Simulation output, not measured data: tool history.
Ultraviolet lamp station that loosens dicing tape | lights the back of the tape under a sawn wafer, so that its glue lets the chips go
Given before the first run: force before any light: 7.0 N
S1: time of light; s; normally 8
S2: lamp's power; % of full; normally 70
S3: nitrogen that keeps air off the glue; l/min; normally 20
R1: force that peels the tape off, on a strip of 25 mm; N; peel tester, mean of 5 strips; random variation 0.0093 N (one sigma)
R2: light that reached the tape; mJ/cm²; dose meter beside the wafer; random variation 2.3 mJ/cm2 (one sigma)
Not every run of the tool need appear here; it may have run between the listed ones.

run	hour	S1	S2	S3	R1	R2
1	0	8	70	20	0.807	156
# hour 45.4: window cleaned of glue's vapour
2	60	8	70	20	0.673	171
3	111.1	8	70	20	0.658	167
4	166.2	8	70	20	0.684	163
5	220.4	8	70	20	0.722	161
6	276.5	8	70	20	0.748	159
7	332.4	8	70	20	0.81	158
8	404.7	8	70	20	0.825	153
9	474.8	13	70	10	0.406	247
10	540.4	9	97	16	0.367	228
11	629.7	11	94	20	0.232	261
12	680.6	11	94	20	0.244	256
13	742.8	12	70	39	0.322	206
14	802.4	15	98	7	0.197	351
15	861.8	15	98	7	0.207	345

Below are 3 alternative next runs, each starting from the tool's condition after run 15. Predict each:
A	927.1	8	70	7	?	?
B	927.1	15	67	17	?	?
C	927.1	15	79	11	?	?

run	R1	R2
A	1.631	126
B	0.323	231
C	0.282	273
Take away the tool's hidden state, keep each run's random variation, and the runs would have read:
run	R1	R2
A	0.672	209
B	0.105	381
C	0.105	449
